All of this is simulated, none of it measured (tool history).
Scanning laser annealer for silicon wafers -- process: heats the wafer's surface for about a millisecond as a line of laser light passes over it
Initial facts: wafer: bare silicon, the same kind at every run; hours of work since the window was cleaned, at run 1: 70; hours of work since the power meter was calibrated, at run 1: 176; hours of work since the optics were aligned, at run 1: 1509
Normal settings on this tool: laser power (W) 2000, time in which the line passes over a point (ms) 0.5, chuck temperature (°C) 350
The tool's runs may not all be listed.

| run | hour | laser power (W) | time in which the line passes over a point (ms) | chuck temperature (°C) | hours of work since the window was cleaned | hours of work since the power meter was calibrated | hours of work since the optics were aligned | highest temperature of the surface (°C) |
|---|---|---|---|---|---|---|---|---|
| 1 | 0 | 2000 | 0.5 | 350 | 70 | 176 | 1509 | 1085 |
| 2 | 11.5 | 1882 | 0.5 | 350 | 78 | 184 | 1517 | 1038 |
| 3 | 18.9 | 1882 | 0.5 | 350 | 83 | 190 | 1522 | 1038 |
| 4 | 25.4 | 2000 | 0.5 | 314 | 88 | 194 | 1527 | 1046 |
| 5 | 37.1 | 2000 | 0.5 | 314 | 96 | 202 | 1535 | 1044 |
| 6 | 52.2 | 2000 | 0.5 | 350 | 107 | 213 | 1546 | 1081 |
| 7 | 61.1 | 2000 | 0.5 | 350 | 113 | 219 | 1552 | 1079 |
| 8 | 72.9 | 2000 | 0.5 | 350 | 121 | 228 | 1560 | 1080 |
| 9 | 80.9 | 2000 | 0.5 | 350 | 127 | 233 | 1566 | 1081 |
| 10 | 88.7 | 2000 | 0.5 | 350 | 132 | 239 | 1571 | 1080 |
| 11 | 99.4 | 1923 | 0.5 | 350 | 140 | 246 | 1579 | 1051 |
| 12 | 106.4 | 1923 | 0.358 | 350 | 145 | 251 | 1584 | 933 |
| 13 | 116.3 | 2000 | 0.5 | 350 | 152 | 258 | 1591 | 1078 |
| 14 | 129.4 | 1940 | 0.557 | 312 | 161 | 267 | 1600 | 1063 |
| 15 | 141.5 | 2040 | 0.398 | 312 | 170 | 276 | 1609 | 967 |
| 16 | 152.9 | 2040 | 0.398 | 312 | 178 | 284 | 1617 | 967 |
| 17 | 165.3 | 2000 | 0.5 | 361 | 186 | 293 | 1625 | 1091 |
| 18 | 176.6 | 2000 | 0.5 | 331 | 194 | 301 | 1633 | 1060 |
| 19 | 188.1 | 2018 | 0.358 | 331 | 202 | 309 | 1641 | 940 |
| 20 | 194.4 | 2048 | 0.358 | 331 | 207 | 313 | 1646 | 951 |
| 21 | 205.2 | 1907 | 0.5 | 350 | 214 | 321 | 1654 | 1046 |

Predict the results of run 22:
| 22 | 212.5 | 2082 | 0.567 | 315 | 220 | 326 | 1659 | ? |

highest temperature of the surface (°C): 1127
Take away the tool's hidden state, keep the run-to-run variation as it was, and the same run would have given highest temperature of the surface (°C) 1149.
